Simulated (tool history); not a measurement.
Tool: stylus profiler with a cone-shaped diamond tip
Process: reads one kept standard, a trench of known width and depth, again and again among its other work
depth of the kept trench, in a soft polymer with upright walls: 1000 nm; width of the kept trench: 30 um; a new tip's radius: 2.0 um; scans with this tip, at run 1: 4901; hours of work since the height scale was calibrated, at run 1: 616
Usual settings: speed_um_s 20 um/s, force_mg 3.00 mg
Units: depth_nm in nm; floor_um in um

run    hour  speed_um_s  force_mg  scans with this tip  hours of work since the height scale was calibrated  depth_nm  floor_um
  1     0.0          20      3.00                 4901                                                  616   1008.75     26.43
  2    32.3          20      3.00                 5029                                                  633   1008.78     26.43
  3    48.7          20      3.00                 5094                                                  641   1008.71     26.39
  4    76.9          20      3.00                 5206                                                  655   1008.43     26.36
  5   102.9          20      5.05                 5309                                                  668   1012.51     26.47
  6   133.7          20      5.05                 5431                                                  683   1012.34     26.43
  7   169.4          20      5.05                 5572                                                  701   1012.06     26.45
  8   205.8          42      3.00                 5717                                                  719   1008.51     26.27
  9   226.3          20      3.00                 5798                                                  729   1008.25     26.33
 10   255.9          20      3.00                 5916                                                  744   1008.67     26.44
 11   276.7          20      3.08                 5998                                                  754   1008.89     26.39
 12   307.1          20      3.08                 6118                                                  770   1008.92     26.39
 13   328.6          20      3.08                 6204                                                  780   1009.02     26.45
 14   363.0          39      3.00                 6340                                                  797   1008.69     26.32
 15   397.8          39      3.00                 6478                                                  815   1008.81     26.29
 16   426.9          75      3.00                 6593                                                  829   1008.44     26.08
 17   462.9          20      2.48                 6736                                                  847   1007.59     26.43
 18   490.3          20      3.00                 6845                                                  861   1008.75     26.41
 19   522.9          20      3.00                 6974                                                  877   1008.66     26.44
 20   556.0          20      3.00                 7105                                                  894   1008.65     26.39
 21   589.2          20      3.00                 7237                                                  910   1008.32     26.42
 22   620.3          20      1.26                 7360                                                  926   1004.81     26.31
 23   640.2          20      3.00                 7439                                                  936   1008.52     26.37
 24   669.1          13      2.54                 7553                                                  950   1008.09     26.44
 25   703.0          16      5.11                 7688                                                  967   1012.37     26.47
 26   723.5           8      3.24                 7769                                                  977   1009.20     26.53
 27   757.7           8      3.25                 7905                                                  994   1009.58     26.53
 28   797.2           8      3.25                 8061                                                 1014   1009.44     26.48
 29   815.4           8      3.25                 8133                                                 1023   1009.23     26.45
 30   840.1          41      2.29                 8231                                                 1035   1007.08     26.24
 31   867.4          34      2.20                 8339                                                 1049   1007.13     26.32
 32   889.5          34      2.20                 8427                                                 1060   1007.08     26.25
 33   925.7          34      2.20                 8571                                                 1078   1007.00     26.32
 34   965.7          66      1.51                 8729                                                 1098   1005.12     25.91
 35  1000.9          58      6.17                 8869                                                 1116   1014.09     26.26
 36  1029.6          25      8.80                 8982                                                 1130   1017.97     26.46
 37  1053.6          29      2.43                 9077                                                 1142   1007.55     26.33
 38  1091.2          29      2.43                 9227                                                 1161   1007.60     26.32
 39  1126.0          51      4.20                 9364                                                 1178   1010.85     26.28
 40  1158.6          42      3.89                 9494                                                 1194   1010.15     26.33
 41  1174.9          10      3.00                 9558                                                 1202   1008.58     26.46
 42  1191.3           6      5.52                 9623                                                 1210   1012.60     26.54
 43  1216.3           6      5.52                 9722                                                 1223   1012.85     26.51
 44  1236.8          25      1.09                 9804                                                 1233   1004.33     26.32
 45  1269.7          25      1.09                 9934                                                 1250   1004.70     26.30
 46  1300.3          25      1.09                10055                                                 1265   1004.45     26.28

4 ways to go on from here, each from the tool as it stands after run 46. What would each give?
  A  1334.3           6      8.82                10190                                                 1282         ?         ?
  B  1334.3          10      1.82                10190                                                 1282         ?         ?
  C  1334.3          26      3.00                10190                                                 1282         ?         ?
  D  1334.3          13      6.57                10190                                                 1282         ?         ?

run  depth_nm  floor_um
  A   1018.04     26.52
  B   1006.14     26.47
  C   1008.81     26.37
  D   1014.45     26.46
Without the tool's hidden state the same runs would have given:
run  depth_nm  floor_um
  A   1018.02     26.53
  B   1006.12     26.48
  C   1008.79     26.38
  D   1014.43     26.47
